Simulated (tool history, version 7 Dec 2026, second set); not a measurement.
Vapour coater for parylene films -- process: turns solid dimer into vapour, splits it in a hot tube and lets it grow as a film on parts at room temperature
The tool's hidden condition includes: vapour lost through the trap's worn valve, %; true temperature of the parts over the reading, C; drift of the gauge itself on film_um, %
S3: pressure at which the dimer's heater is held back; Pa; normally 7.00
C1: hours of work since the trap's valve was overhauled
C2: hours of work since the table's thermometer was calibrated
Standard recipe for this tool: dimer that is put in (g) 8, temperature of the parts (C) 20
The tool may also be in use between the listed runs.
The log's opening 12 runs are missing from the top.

run 13 hour=388.8 | dimer_that_is_put_in_(g)=8 temperature_of_the_parts_(C)=20 S3=7.00 | C1=342 C2=979 | thickness_of_the_film_(µm)=1.73
run 14 hour=430.5 | dimer_that_is_put_in_(g)=8 temperature_of_the_parts_(C)=20 S3=7.00 | C1=377 C2=1015 | thickness_of_the_film_(µm)=1.70
-- hour=442.2 table's thermometer calibrated
-- hour=453.6 trap's valve overhauled
run 15 hour=473.7 | dimer_that_is_put_in_(g)=8 temperature_of_the_parts_(C)=20 S3=7.00 | C1=17 C2=23 | thickness_of_the_film_(µm)=1.85
run 16 hour=502.8 | dimer_that_is_put_in_(g)=8 temperature_of_the_parts_(C)=30 S3=7.00 | C1=42 C2=48 | thickness_of_the_film_(µm)=1.56
run 17 hour=535.7 | dimer_that_is_put_in_(g)=8 temperature_of_the_parts_(C)=21 S3=7.00 | C1=70 C2=76 | thickness_of_the_film_(µm)=1.86
run 18 hour=579.5 | dimer_that_is_put_in_(g)=8 temperature_of_the_parts_(C)=13 S3=7.00 | C1=107 C2=113 | thickness_of_the_film_(µm)=2.09
run 19 hour=607.9 | dimer_that_is_put_in_(g)=8 temperature_of_the_parts_(C)=13 S3=7.00 | C1=131 C2=137 | thickness_of_the_film_(µm)=2.06
run 20 hour=649.7 | dimer_that_is_put_in_(g)=7 temperature_of_the_parts_(C)=20 S3=11.80 | C1=167 C2=173 | thickness_of_the_film_(µm)=1.55
-- hour=669.3 table's thermometer calibrated, once more
run 21 hour=693.4 | dimer_that_is_put_in_(g)=8 temperature_of_the_parts_(C)=15 S3=2.36 | C1=203 C2=21 | thickness_of_the_film_(µm)=2.00
run 22 hour=713.8 | dimer_that_is_put_in_(g)=6 temperature_of_the_parts_(C)=15 S3=2.36 | C1=220 C2=38 | thickness_of_the_film_(µm)=1.50
run 23 hour=734.7 | dimer_that_is_put_in_(g)=6 temperature_of_the_parts_(C)=15 S3=2.36 | C1=238 C2=56 | thickness_of_the_film_(µm)=1.45
run 24 hour=763.2 | dimer_that_is_put_in_(g)=6 temperature_of_the_parts_(C)=25 S3=9.51 | C1=262 C2=80 | thickness_of_the_film_(µm)=1.15
run 25 hour=793.0 | dimer_that_is_put_in_(g)=8 temperature_of_the_parts_(C)=20 S3=8.11 | C1=287 C2=105 | thickness_of_the_film_(µm)=1.69
run 26 hour=814.3 | dimer_that_is_put_in_(g)=10 temperature_of_the_parts_(C)=14 S3=7.00 | C1=305 C2=123 | thickness_of_the_film_(µm)=2.33
run 27 hour=843.7 | dimer_that_is_put_in_(g)=4 temperature_of_the_parts_(C)=22 S3=4.42 | C1=330 C2=148 | thickness_of_the_film_(µm)=0.85
run 28 hour=880.2 | dimer_that_is_put_in_(g)=10 temperature_of_the_parts_(C)=20 S3=3.19 | C1=361 C2=179 | thickness_of_the_film_(µm)=2.21
run 29 hour=914.7 | dimer_that_is_put_in_(g)=11 temperature_of_the_parts_(C)=20 S3=7.35 | C1=391 C2=208 | thickness_of_the_film_(µm)=2.24
-- hour=920.6 trap's valve overhauled
run 30 hour=960.8 | dimer_that_is_put_in_(g)=8 temperature_of_the_parts_(C)=21 S3=3.92 | C1=34 C2=244 | thickness_of_the_film_(µm)=1.87
run 31 hour=993.0 | dimer_that_is_put_in_(g)=8 temperature_of_the_parts_(C)=21 S3=8.66 | C1=61 C2=271 | thickness_of_the_film_(µm)=1.80
run 32 hour=1038.0 | dimer_that_is_put_in_(g)=7 temperature_of_the_parts_(C)=17 S3=2.32 | C1=100 C2=310 | thickness_of_the_film_(µm)=1.81
run 33 hour=1076.7 | dimer_that_is_put_in_(g)=7 temperature_of_the_parts_(C)=17 S3=2.32 | C1=133 C2=343 | thickness_of_the_film_(µm)=1.75
run 34 hour=1120.8 | dimer_that_is_put_in_(g)=4 temperature_of_the_parts_(C)=20 S3=3.40 | C1=170 C2=380 | thickness_of_the_film_(µm)=0.94

Run 35 comes next. What will it give?
run 35 hour=1160.3 | dimer_that_is_put_in_(g)=4 temperature_of_the_parts_(C)=20 S3=3.40 | C1=203 C2=413 | thickness_of_the_film_(µm)=?

Run 35 gave thickness of the film (µm) 0.90.
On a tool with no hidden condition, and with the same random variation, this run would have come out at thickness of the film (µm) 0.95.

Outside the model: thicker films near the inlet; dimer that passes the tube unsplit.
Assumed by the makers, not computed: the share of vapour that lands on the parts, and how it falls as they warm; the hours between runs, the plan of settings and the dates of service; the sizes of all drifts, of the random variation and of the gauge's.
